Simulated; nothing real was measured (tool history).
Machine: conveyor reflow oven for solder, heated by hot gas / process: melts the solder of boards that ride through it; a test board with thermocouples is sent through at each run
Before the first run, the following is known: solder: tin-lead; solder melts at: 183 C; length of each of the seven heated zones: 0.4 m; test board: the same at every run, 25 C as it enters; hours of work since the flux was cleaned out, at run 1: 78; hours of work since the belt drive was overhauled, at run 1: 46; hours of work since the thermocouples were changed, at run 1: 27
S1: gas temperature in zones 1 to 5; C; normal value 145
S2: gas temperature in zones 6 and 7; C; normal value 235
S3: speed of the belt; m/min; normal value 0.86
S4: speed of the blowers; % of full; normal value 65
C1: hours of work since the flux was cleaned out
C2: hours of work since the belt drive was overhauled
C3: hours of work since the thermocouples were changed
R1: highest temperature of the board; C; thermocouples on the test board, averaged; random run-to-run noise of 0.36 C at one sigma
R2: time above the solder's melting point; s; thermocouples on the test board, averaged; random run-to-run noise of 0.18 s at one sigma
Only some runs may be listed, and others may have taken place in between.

run	day	S1	S2	S3	S4	C1	C2	C3	R1	R2
1	0	145	235	0.86	65	78	46	27	218.4	44.2
2	0.208	145	235	0.86	65	81	48	29	217.7	43.9
3	0.488	145	235	0.86	65	83	50	32	217.5	43.9
4	0.775	145	235	0.86	65	86	53	35	218.3	44.1
5	1.179	145	235	0.86	65	90	57	39	218	44
6	1.533	130	235	0.86	65	93	60	42	215	38.6
7	1.983	130	235	0.86	65	98	65	46	215	38.3
8	2.45	130	235	0.86	65	102	69	51	215	38
9	2.9	130	235	0.86	65	107	74	55	215.3	38.1
10	3.096	130	235	0.86	65	109	76	57	214.5	38.3
11	3.362	145	235	0.852	65	111	78	60	218.1	44.7
12	3.779	145	235	0.86	65	115	82	64	218.6	43.8
13	4.029	145	235	0.86	65	118	85	66	217.7	43.7
14	4.471	145	229	0.86	65	122	89	71	212.5	40.7
15	4.808	145	229	0.86	65	125	92	74	211.9	40.3
16	5.038	145	233	0.86	65	127	94	76	215.8	42.8
17	5.258	145	233	0.86	65	130	97	78	215.6	42.3
# day 5.5: flux residue cleaned out of gas plates and filters
18	5.696	156	232	0.86	75	2	99	81	218.1	47.8
19	6.067	145	243	0.86	87	6	102	84	227.3	48.6
20	6.388	145	229	0.86	55	9	106	87	210.2	38.7
21	6.583	145	235	0.733	65	11	108	89	221.4	54.6
# day 6.929: flux residue cleaned out of gas plates and filters, once more
22	7.108	145	235	0.733	65	2	111	92	222.7	55.3
23	7.521	145	235	0.733	65	6	115	96	222.6	55.3
24	7.946	140	223	0.733	65	10	119	100	210.8	47
25	8.4	140	223	0.733	65	14	123	105	210.9	46.8
26	8.592	139	235	0.789	87	16	125	107	223.1	49.8
27	8.925	145	241	0.785	65	19	128	110	225.9	53
28	9.171	145	235	0.89	53	22	131	112	214.6	39.9
29	9.588	145	233	0.89	53	26	135	116	212.7	39.1
30	9.829	145	233	0.89	53	28	137	119	213.5	39
31	10.267	145	233	0.89	53	32	141	123	213	39

Branching from run 31: 3 alternative next runs. What would each branch give?
A	10.612	145	233	0.697	53	36	145	126	?	?
B	10.612	142	233	0.89	80	36	145	126	?	?
C	10.612	148	229	0.89	79	36	145	126	?	?

run	R1	R2
A	219.7	56.3
B	217.5	41.6
C	214.5	42
Without the tool's unlogged condition, the same runs would have read:
run	R1	R2
A	220.5	56.6
B	218.3	41.9
C	215.3	42.4
